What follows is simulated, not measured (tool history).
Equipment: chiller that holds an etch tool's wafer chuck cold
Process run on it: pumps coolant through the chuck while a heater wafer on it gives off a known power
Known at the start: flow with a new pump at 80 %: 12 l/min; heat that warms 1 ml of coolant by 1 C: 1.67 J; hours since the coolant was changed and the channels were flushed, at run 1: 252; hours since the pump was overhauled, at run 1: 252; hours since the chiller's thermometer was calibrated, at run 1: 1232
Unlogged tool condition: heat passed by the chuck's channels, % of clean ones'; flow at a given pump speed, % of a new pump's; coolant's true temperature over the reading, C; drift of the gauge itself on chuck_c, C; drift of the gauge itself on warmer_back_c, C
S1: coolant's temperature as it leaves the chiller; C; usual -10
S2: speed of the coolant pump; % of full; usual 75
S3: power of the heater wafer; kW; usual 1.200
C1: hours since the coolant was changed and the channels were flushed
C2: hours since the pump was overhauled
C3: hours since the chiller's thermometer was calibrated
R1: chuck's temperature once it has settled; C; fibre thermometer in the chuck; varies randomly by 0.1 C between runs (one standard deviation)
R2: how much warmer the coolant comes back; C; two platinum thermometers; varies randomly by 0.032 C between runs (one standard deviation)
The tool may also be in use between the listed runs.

run     day   S1   S2     S3    C1    C2    C3    R1    R2
  1   0.000  -10   75  1.200   252   252  1232  -0.6  3.87
  2   1.083  -10   75  1.200   278   278  1258  -0.7  3.90
  3   2.712  -10   75  0.775   317   317  1297  -3.8  2.53
  4   4.196  -10   75  0.775   352   352  1332  -4.0  2.53
  5   5.083  -10   75  1.200   374   374  1354  -0.6  3.91
  6   5.921  -19   75  1.200   394   394  1374  -9.6  3.92
  7   7.258  -12   75  1.200   426   426  1406  -2.6  4.01
  8   7.946  -10   94  1.200   442   442  1422  -2.4  3.12
  9   9.533  -10   94  1.200   480   480  1461  -2.5  3.14
 10  11.042  -10   75  1.200   517   517  1497  -0.9  3.98
 11  12.488  -10   75  1.200   551   551  1532  -0.5  4.01
 12  14.150  -10   75  1.200   591   591  1571  -0.6  4.05
 13  15.004  -10   75  1.200   612   612  1592  -0.7  4.08
 14  16.583  -10   75  1.200   650   650  1630  -0.5  4.07
 15  17.533  -10   75  1.200   672   672  1653  -0.8  4.11
 16  18.775  -10   75  1.200   702   702  1682  -0.6  4.11
 17  19.571  -10  100  1.371   721   721  1701  -1.9  3.51
 18  20.667  -15   61  1.124   748   748  1728  -4.4  4.82
 19  22.200  -15   61  1.124   784   784  1765  -4.3  4.77
 20  23.667  -11   82  1.213   820   820  1800  -2.5  3.86
 21  24.838   -4   82  1.213   848   848  1828   4.7  3.86
 22  26.067   -5   74  1.200   877   877  1857   4.5  4.25
 23  27.708   -5   74  1.200   917   917  1897   4.6  4.37
 24  28.508   -5   74  1.200   936   936  1916   4.4  4.33
 25  29.479   -5   74  1.200   959   959  1939   4.4  4.33
 26  30.200   -5   74  1.200   976   976  1957   4.4  4.32
 27  31.512  -10   83  1.200  1008  1008  1988  -1.5  3.79
 28  32.371  -18   67  1.200  1029  1029  2009  -7.6  4.79
 29  33.450   -5   97  1.681  1054  1054  2035   5.1  4.53
 30  34.542  -10   75  1.200  1081  1081  2061  -0.7  4.30
 31  35.754  -13   62  0.852  1110  1110  2090  -5.0  3.84
     36.358  -- gauge calibrated
 32  36.571  -10   87  0.852  1129  1129  2109  -4.3  2.36

Pick out some run-to-run changes in R2. Of each, how much would a tool without hidden state show as well, from the settings, what came in and chance, and how much is left for the hidden state and any gauge scatter not in both results compared?
Run 2 -> 3: S3 1.200 -> 0.775. R2 -1.37 C: hidden state +0.02, all else -1.39.
Run 4 -> 5: S3 0.775 -> 1.200. R2 +1.38 C: hidden state +0.01, all else +1.37.
Run 6 -> 7: S1 -19 -> -12. R2 +0.09 C: hidden state +0.03, all else +0.06.
Run 22 -> 23: settings left as they were, no log entry in between. R2 +0.12 C: hidden state +0.03, all else +0.09.
Run 31 -> 32: S1 -13 -> -10, S2 62 -> 87, gauge calibrated. R2 -1.48 C: hidden state -0.46, all else -1.02.
